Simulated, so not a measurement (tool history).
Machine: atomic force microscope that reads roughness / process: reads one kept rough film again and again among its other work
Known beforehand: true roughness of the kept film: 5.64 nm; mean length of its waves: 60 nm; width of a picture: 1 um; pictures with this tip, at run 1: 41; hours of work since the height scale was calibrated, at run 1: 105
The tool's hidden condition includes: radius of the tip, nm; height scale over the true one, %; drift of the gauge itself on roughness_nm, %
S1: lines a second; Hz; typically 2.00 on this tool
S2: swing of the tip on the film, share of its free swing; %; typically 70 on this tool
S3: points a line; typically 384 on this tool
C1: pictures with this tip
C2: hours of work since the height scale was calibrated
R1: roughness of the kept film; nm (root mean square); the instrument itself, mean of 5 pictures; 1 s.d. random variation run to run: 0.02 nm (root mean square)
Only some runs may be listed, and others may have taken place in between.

run 1 hour=0.0 | S1=2.00 S2=70 S3=384 | C1=41 C2=105 | R1=4.690
run 2 hour=33.7 | S1=2.00 S2=70 S3=524 | C1=81 C2=123 | R1=4.549
run 3 hour=72.3 | S1=2.00 S2=70 S3=524 | C1=127 C2=144 | R1=4.464
run 4 hour=101.8 | S1=2.00 S2=70 S3=524 | C1=163 C2=160 | R1=4.331
run 5 hour=147.7 | S1=2.00 S2=70 S3=524 | C1=218 C2=184 | R1=4.208
-- hour=173.2 new tip fitted
run 6 hour=193.2 | S1=2.00 S2=70 S3=524 | C1=24 C2=208 | R1=4.789
run 7 hour=228.8 | S1=2.00 S2=89 S3=384 | C1=67 C2=227 | R1=3.921
run 8 hour=252.8 | S1=2.00 S2=89 S3=384 | C1=96 C2=240 | R1=3.861
run 9 hour=291.6 | S1=2.00 S2=70 S3=386 | C1=142 C2=261 | R1=4.400
run 10 hour=323.6 | S1=2.00 S2=70 S3=386 | C1=180 C2=278 | R1=4.309
run 11 hour=364.2 | S1=2.00 S2=70 S3=386 | C1=229 C2=300 | R1=4.198
-- hour=382.8 new tip fitted
run 12 hour=396.9 | S1=2.00 S2=70 S3=384 | C1=17 C2=317 | R1=4.723
run 13 hour=436.4 | S1=2.00 S2=70 S3=384 | C1=64 C2=338 | R1=4.619
run 14 hour=468.3 | S1=2.00 S2=70 S3=384 | C1=103 C2=355 | R1=4.476
run 15 hour=511.3 | S1=2.00 S2=70 S3=384 | C1=154 C2=378 | R1=4.384
run 16 hour=537.8 | S1=2.00 S2=70 S3=384 | C1=186 C2=392 | R1=4.262
run 17 hour=569.8 | S1=0.53 S2=70 S3=384 | C1=224 C2=410 | R1=4.561
-- hour=591.2 new tip fitted
run 18 hour=602.0 | S1=2.00 S2=70 S3=384 | C1=13 C2=427 | R1=4.741
run 19 hour=629.1 | S1=2.00 S2=70 S3=384 | C1=45 C2=441 | R1=4.662
run 20 hour=657.5 | S1=2.00 S2=70 S3=384 | C1=79 C2=456 | R1=4.580
run 21 hour=706.9 | S1=2.00 S2=70 S3=384 | C1=138 C2=483 | R1=4.413
run 22 hour=752.8 | S1=2.00 S2=70 S3=384 | C1=193 C2=507 | R1=4.240
run 23 hour=790.5 | S1=2.00 S2=59 S3=384 | C1=238 C2=527 | R1=4.405
-- hour=798.7 new tip fitted
run 24 hour=833.8 | S1=2.00 S2=59 S3=384 | C1=42 C2=550 | R1=4.901
run 25 hour=860.9 | S1=2.00 S2=59 S3=384 | C1=75 C2=565 | R1=4.846
run 26 hour=886.6 | S1=2.00 S2=76 S3=452 | C1=106 C2=579 | R1=4.326
run 27 hour=930.6 | S1=3.48 S2=70 S3=384 | C1=158 C2=602 | R1=4.060
run 28 hour=951.7 | S1=3.48 S2=67 S3=492 | C1=183 C2=613 | R1=4.117
run 29 hour=998.5 | S1=1.06 S2=61 S3=359 | C1=239 C2=638 | R1=4.513
-- hour=1006.5 new tip fitted
run 30 hour=1050.6 | S1=1.21 S2=71 S3=426 | C1=53 C2=666 | R1=4.890
run 31 hour=1078.8 | S1=1.21 S2=71 S3=426 | C1=87 C2=681 | R1=4.774
run 32 hour=1112.4 | S1=1.21 S2=81 S3=396 | C1=127 C2=699 | R1=4.446
run 33 hour=1140.6 | S1=1.31 S2=68 S3=775 | C1=161 C2=714 | R1=4.591
run 34 hour=1171.8 | S1=1.31 S2=68 S3=775 | C1=198 C2=731 | R1=4.507
run 35 hour=1203.1 | S1=2.00 S2=70 S3=849 | C1=235 C2=748 | R1=4.218
-- hour=1213.6 new tip fitted
run 36 hour=1231.8 | S1=2.35 S2=70 S3=313 | C1=22 C2=763 | R1=4.666
run 37 hour=1280.3 | S1=0.55 S2=70 S3=313 | C1=80 C2=789 | R1=5.000
run 38 hour=1304.6 | S1=0.55 S2=70 S3=313 | C1=109 C2=802 | R1=4.868
run 39 hour=1350.1 | S1=0.55 S2=70 S3=313 | C1=164 C2=826 | R1=4.765
run 40 hour=1375.6 | S1=3.98 S2=85 S3=556 | C1=194 C2=840 | R1=3.152
run 41 hour=1403.0 | S1=0.69 S2=81 S3=384 | C1=227 C2=854 | R1=4.431
-- hour=1419.5 new tip fitted
run 42 hour=1424.9 | S1=0.69 S2=81 S3=384 | C1=6 C2=866 | R1=5.019
run 43 hour=1465.7 | S1=0.89 S2=74 S3=302 | C1=55 C2=888 | R1=4.925
run 44 hour=1497.3 | S1=0.89 S2=74 S3=828 | C1=93 C2=904 | R1=4.801
run 45 hour=1546.6 | S1=0.89 S2=74 S3=828 | C1=152 C2=931 | R1=4.615
run 46 hour=1574.2 | S1=1.07 S2=67 S3=384 | C1=185 C2=946 | R1=4.576
run 47 hour=1614.7 | S1=1.27 S2=55 S3=384 | C1=233 C2=967 | R1=4.602
-- hour=1625.5 new tip fitted
run 48 hour=1640.7 | S1=3.85 S2=56 S3=724 | C1=18 C2=981 | R1=4.899
run 49 hour=1679.3 | S1=2.00 S2=59 S3=965 | C1=64 C2=1002 | R1=4.943
run 50 hour=1716.8 | S1=2.00 S2=59 S3=965 | C1=109 C2=1022 | R1=4.789

Alternative continuations, all from the tool just after run 50; predict every row:
run A hour=1753.6 | S1=1.76 S2=76 S3=649 | C1=153 C2=1041 | R1=?
run B hour=1753.6 | S1=0.69 S2=55 S3=384 | C1=153 C2=1041 | R1=?
run C hour=1753.6 | S1=1.74 S2=70 S3=373 | C1=153 C2=1041 | R1=?
run D hour=1753.6 | S1=2.56 S2=59 S3=778 | C1=153 C2=1041 | R1=?
run E hour=1753.6 | S1=1.87 S2=70 S3=430 | C1=153 C2=1041 | R1=?

run=A R1=4.274
run=B R1=4.863
run=C R1=4.469
run=D R1=4.586
run=E R1=4.430
With the hidden condition removed and each run's random variation left untouched, the same runs would have given:
run=A R1=4.654
run=B R1=5.296
run=C R1=4.867
run=D R1=4.994
run=E R1=4.824
